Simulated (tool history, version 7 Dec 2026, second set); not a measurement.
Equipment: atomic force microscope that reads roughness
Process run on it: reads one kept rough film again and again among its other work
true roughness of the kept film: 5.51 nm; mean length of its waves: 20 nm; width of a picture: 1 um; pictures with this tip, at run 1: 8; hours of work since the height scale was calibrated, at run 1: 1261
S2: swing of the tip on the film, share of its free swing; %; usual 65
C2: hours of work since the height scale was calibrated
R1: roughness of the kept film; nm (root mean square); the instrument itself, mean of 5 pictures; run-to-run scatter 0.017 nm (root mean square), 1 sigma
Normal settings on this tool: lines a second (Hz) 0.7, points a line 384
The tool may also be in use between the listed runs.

Run 1, day 0: usual settings; pictures with this tip 8; C2 1261. Result: R1 3.962 nm (root mean square).
Run 2, day 2.338: usual settings; pictures with this tip 120; C2 1302. Result: R1 3.242 nm (root mean square).
Run 3, day 4.483: usual settings; pictures with this tip 222; C2 1340. Result: R1 2.743 nm (root mean square).
At day 6.229: new tip fitted.
Run 4, day 6.775: usual settings; pictures with this tip 26; C2 1380. Result: R1 3.802 nm (root mean square).
Run 5, day 8.421: usual settings; pictures with this tip 104; C2 1409. Result: R1 3.354 nm (root mean square).
Run 6, day 9.967: usual settings; pictures with this tip 178; C2 1436. Result: R1 2.988 nm (root mean square).
Run 7, day 11.629: usual settings; pictures with this tip 257; C2 1465. Result: R1 2.662 nm (root mean square).
At day 12.717: new tip fitted.
Run 8, day 13.838: usual settings but lines a second (Hz) 0.815, S2 79 %, points a line 881; pictures with this tip 54; C2 1503. Result: R1 3.534 nm (root mean square).
Run 9, day 16.279: usual settings but lines a second (Hz) 3.478, points a line 645; pictures with this tip 170; C2 1546. Result: R1 2.732 nm (root mean square).
Run 10, day 18.012: usual settings but lines a second (Hz) 2.154, S2 62 %, points a line 977; pictures with this tip 252; C2 1577. Result: R1 2.664 nm (root mean square).
At day 19.254: new tip fitted.
Run 11, day 20.308: usual settings but lines a second (Hz) 2.039, S2 55 %, points a line 894; pictures with this tip 50; C2 1617. Result: R1 3.663 nm (root mean square).
Run 12, day 21.538: usual settings but lines a second (Hz) 1.812, S2 59 %, points a line 434; pictures with this tip 108; C2 1638. Result: R1 3.23 nm (root mean square).
Run 13, day 22.954: usual settings but lines a second (Hz) 3.585, S2 81 %, points a line 446; pictures with this tip 176; C2 1663. Result: R1 2.225 nm (root mean square).

Forecast each of these 4 alternatives for the next run:
Run A, day 24.792: usual settings but lines a second (Hz) 0.625; pictures with this tip 263; C2 1695. Result: R1 ?.
Run B, day 24.792: usual settings but lines a second (Hz) 0.723; pictures with this tip 263; C2 1695. Result: R1 ?.
Run C, day 24.792: usual settings but lines a second (Hz) 1.244, S2 62 %, points a line 927; pictures with this tip 263; C2 1695. Result: R1 ?.
Run D, day 24.792: usual settings but lines a second (Hz) 0.836, S2 81 %, points a line 345; pictures with this tip 263; C2 1695. Result: R1 ?.

run     R1
  A  2.674
  B  2.685
  C  2.677
  D  2.506
What these runs would have given with no unlogged condition in the tool:
run     R1
  A  4.119
  B  4.131
  C  4.121
  D  3.859
